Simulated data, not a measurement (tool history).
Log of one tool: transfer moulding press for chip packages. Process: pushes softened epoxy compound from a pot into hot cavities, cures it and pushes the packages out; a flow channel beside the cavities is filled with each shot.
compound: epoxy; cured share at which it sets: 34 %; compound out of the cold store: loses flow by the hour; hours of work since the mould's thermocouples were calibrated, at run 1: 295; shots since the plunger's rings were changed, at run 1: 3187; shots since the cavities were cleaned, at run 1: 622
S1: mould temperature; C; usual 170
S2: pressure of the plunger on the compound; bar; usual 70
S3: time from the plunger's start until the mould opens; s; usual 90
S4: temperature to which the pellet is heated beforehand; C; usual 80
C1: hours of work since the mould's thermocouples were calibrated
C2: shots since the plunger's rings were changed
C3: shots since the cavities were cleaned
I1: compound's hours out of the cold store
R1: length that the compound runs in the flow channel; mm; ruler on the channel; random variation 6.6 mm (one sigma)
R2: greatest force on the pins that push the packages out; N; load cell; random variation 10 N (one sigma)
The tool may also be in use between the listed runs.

run,day,S1,S2,S3,S4,C1,C2,C3,I1,R1,R2
1,0,170,70,90,80,295,3187,622,12.4,792,827
# day 1.45: plunger's sealing rings changed
# day 2.125: cavities cleaned with cleaning compound and waxed
2,3.125,170,70,90,80,336,431,267,38,739,634
3,5.704,170,70,90,80,371,1118,954,45.9,695,830
# day 6.596: cavities cleaned with cleaning compound and waxed
4,8.004,170,70,93,80,402,1714,375,40.7,693,596
5,10.521,170,70,93,80,436,2385,1046,40.3,698,810
# day 11.029: cavities cleaned with cleaning compound and waxed
6,12.788,170,70,93,80,466,2973,469,30.8,725,700
7,14.283,168,70,90,80,487,3371,867,30.1,721,984
# day 15.171: plunger's sealing rings changed
# day 15.738: cavities cleaned with cleaning compound and waxed
8,17.508,168,70,90,80,529,607,473,9.4,853,876
9,19.65,170,70,90,80,558,1177,1043,32.7,733,851
# day 20.129: cavities cleaned with cleaning compound and waxed
10,22.146,170,70,90,80,591,1826,538,11.2,804,801
11,23.608,170,70,90,80,611,2216,928,19.5,767,914
# day 24.471: cavities cleaned with cleaning compound and waxed
12,26.662,170,70,90,80,652,3013,584,41.3,685,736
13,28.55,170,70,90,80,678,3516,1087,9.8,795,967
# day 28.821: plunger's sealing rings changed
# day 29.033: cavities cleaned with cleaning compound and waxed
14,31.779,170,70,90,80,720,772,732,36.7,730,772
# day 33.579: cavities cleaned with cleaning compound and waxed
15,34.504,167,57,127,80,756,1482,247,34.5,678,564
16,35.8,163,52.7,76,89,774,1827,592,22.7,695,1941
# day 37.946: cavities cleaned with cleaning compound and waxed
17,38.258,162,53.8,128,80,807,2466,84,44.1,625,511
18,40.288,162,53.8,128,80,835,3007,625,44.2,615,702
# day 42.312: cavities cleaned with cleaning compound and waxed
# day 42.55: plunger's sealing rings changed
19,42.55,162,74.5,128,80,863,0,35,43.7,771,511
# day 43.246: mould's thermocouples calibrated
20,45.283,174,70,73,82,28,706,741,37.7,699,871
# day 46.942: cavities cleaned with cleaning compound and waxed
21,48.217,174,75.4,90,89,67,1471,340,13.9,827,573
22,49.542,163,68.6,91,89,85,1824,693,16.2,817,1230
# day 51.304: cavities cleaned with cleaning compound and waxed
23,51.304,170,70,90,81,109,2277,0,44.5,669,472
24,54.25,170,70,87,81,149,3063,786,32.5,725,904
# day 55.7: cavities cleaned with cleaning compound and waxed
25,55.988,170,65.1,101,73,172,3509,77,24.1,708,480
# day 56.383: plunger's sealing rings changed
26,59.058,170,87.2,90,72,212,712,867,30.2,850,845
# day 60.325: cavities cleaned with cleaning compound and waxed
27,61.888,165,70.5,79,76,250,1450,416,27.1,769,1307

How the hidden state differs across the entries between the runs, from the last listed run before each to the first after it:
Between runs 1 and 2: plunger's sealing rings changed (day 1.45); cavities cleaned with cleaning compound and waxed (day 2.125)
  true mould temperature over the reading, C: -0.31 -> -0.35; pressure that reaches the compound, % of what is set: 88.92 -> 98.49; grip of the stained cavities, % over clean ones': 62.9 -> 28.3
  measured less the result without the state, R1: -46 -> -4 mm; R2: +326 -> +144 N
Between runs 3 and 4: cavities cleaned with cleaning compound and waxed (day 6.596)
  true mould temperature over the reading, C: -0.39 -> -0.43; pressure that reaches the compound, % of what is set: 96.2 -> 94.1; grip of the stained cavities, % over clean ones': 71.2 -> 36.5
  measured less the result without the state, R1: -12 -> -20 mm; R2: +352 -> +165 N
Between runs 5 and 6: cavities cleaned with cleaning compound and waxed (day 11.029)
  true mould temperature over the reading, C: -0.46 -> -0.49; pressure that reaches the compound, % of what is set: 91.83 -> 89.72; grip of the stained cavities, % over clean ones': 75.3 -> 47.9
  measured less the result without the state, R1: -28 -> -38 mm; R2: +354 -> +234 N
Between runs 7 and 8: plunger's sealing rings changed (day 15.171); cavities cleaned with cleaning compound and waxed (day 15.738)
  true mould temperature over the reading, C: -0.52 -> -0.56; pressure that reaches the compound, % of what is set: 88.53 -> 97.4; grip of the stained cavities, % over clean ones': 70 -> 47.3
  measured less the result without the state, R1: -43 -> -9 mm; R2: +421 -> +303 N
Between runs 9 and 10: cavities cleaned with cleaning compound and waxed (day 20.129)
  true mould temperature over the reading, C: -0.59 -> -0.63; pressure that reaches the compound, % of what is set: 95.34 -> 93.17; grip of the stained cavities, % over clean ones': 77.7 -> 54.4
  measured less the result without the state, R1: -16 -> -27 mm; R2: +385 -> +301 N
Between runs 11 and 12: cavities cleaned with cleaning compound and waxed (day 24.471)
  true mould temperature over the reading, C: -0.65 -> -0.7; pressure that reaches the compound, % of what is set: 91.99 -> 89.5; grip of the stained cavities, % over clean ones': 75.1 -> 56.3
  measured less the result without the state, R1: -30 -> -37 mm; R2: +408 -> +280 N
Between runs 13 and 14: plunger's sealing rings changed (day 28.821); cavities cleaned with cleaning compound and waxed (day 29.033)
  true mould temperature over the reading, C: -0.73 -> -0.78; pressure that reaches the compound, % of what is set: 87.68 -> 97.23; grip of the stained cavities, % over clean ones': 80.1 -> 61.5
  measured less the result without the state, R1: -51 -> -8 mm; R2: +451 -> +310 N
Between runs 14 and 15: cavities cleaned with cleaning compound and waxed (day 33.579)
  true mould temperature over the reading, C: -0.78 -> -0.81; pressure that reaches the compound, % of what is set: 97.23 -> 94.8; grip of the stained cavities, % over clean ones': 61.5 -> 29.2
  measured less the result without the state, R1: -8 -> -15 mm; R2: +310 -> +129 N
Between runs 16 and 17: cavities cleaned with cleaning compound and waxed (day 37.946)
  true mould temperature over the reading, C: -0.83 -> -0.87; pressure that reaches the compound, % of what is set: 93.64 -> 91.47; grip of the stained cavities, % over clean ones': 55.2 -> 11.6
  measured less the result without the state, R1: -20 -> -25 mm; R2: +763 -> +64 N
Between runs 18 and 19: cavities cleaned with cleaning compound and waxed (day 42.312); plunger's sealing rings changed (day 42.55)
  true mould temperature over the reading, C: -0.9 -> -0.93; pressure that reaches the compound, % of what is set: 89.51 -> 99.96; grip of the stained cavities, % over clean ones': 57.7 -> 8.3
  measured less the result without the state, R1: -31 -> +4 mm; R2: +270 -> +51 N
Between runs 19 and 20: mould's thermocouples calibrated (day 43.246)
  true mould temperature over the reading, C: -0.93 -> 0.27; pressure that reaches the compound, % of what is set: 99.96 -> 97.5; grip of the stained cavities, % over clean ones': 8.3 -> 63.8
  measured less the result without the state, R1: +4 -> -10 mm; R2: +51 -> +332 N
Between runs 20 and 21: cavities cleaned with cleaning compound and waxed (day 46.942)
  true mould temperature over the reading, C: 0.27 -> 0.23; pressure that reaches the compound, % of what is set: 97.5 -> 94.79; grip of the stained cavities, % over clean ones': 63.8 -> 38.7
  measured less the result without the state, R1: -10 -> -23 mm; R2: +332 -> +158 N
Between runs 22 and 23: cavities cleaned with cleaning compound and waxed (day 51.304)
  true mould temperature over the reading, C: 0.21 -> 0.18; pressure that reaches the compound, % of what is set: 93.69 -> 92.21; grip of the stained cavities, % over clean ones': 63.3 -> 2.2
  measured less the result without the state, R1: -28 -> -28 mm; R2: +463 -> +7 N
Between runs 24 and 25: cavities cleaned with cleaning compound and waxed (day 55.7)
  true mould temperature over the reading, C: 0.14 -> 0.11; pressure that reaches the compound, % of what is set: 89.5 -> 87.82; grip of the stained cavities, % over clean ones': 70.5 -> 10.6
  measured less the result without the state, R1: -42 -> -48 mm; R2: +370 -> +45 N
Between runs 25 and 26: plunger's sealing rings changed (day 56.383)
  true mould temperature over the reading, C: 0.11 -> 0.07; pressure that reaches the compound, % of what is set: 87.82 -> 97.23; grip of the stained cavities, % over clean ones': 10.6 -> 70.5
  measured less the result without the state, R1: -48 -> -13 mm; R2: +45 -> +349 N
Between runs 26 and 27: cavities cleaned with cleaning compound and waxed (day 60.325)
  true mould temperature over the reading, C: 0.07 -> 0.03; pressure that reaches the compound, % of what is set: 97.23 -> 94.81; grip of the stained cavities, % over clean ones': 70.5 -> 42.5
  measured less the result without the state, R1: -13 -> -21 mm; R2: +349 -> +388 N

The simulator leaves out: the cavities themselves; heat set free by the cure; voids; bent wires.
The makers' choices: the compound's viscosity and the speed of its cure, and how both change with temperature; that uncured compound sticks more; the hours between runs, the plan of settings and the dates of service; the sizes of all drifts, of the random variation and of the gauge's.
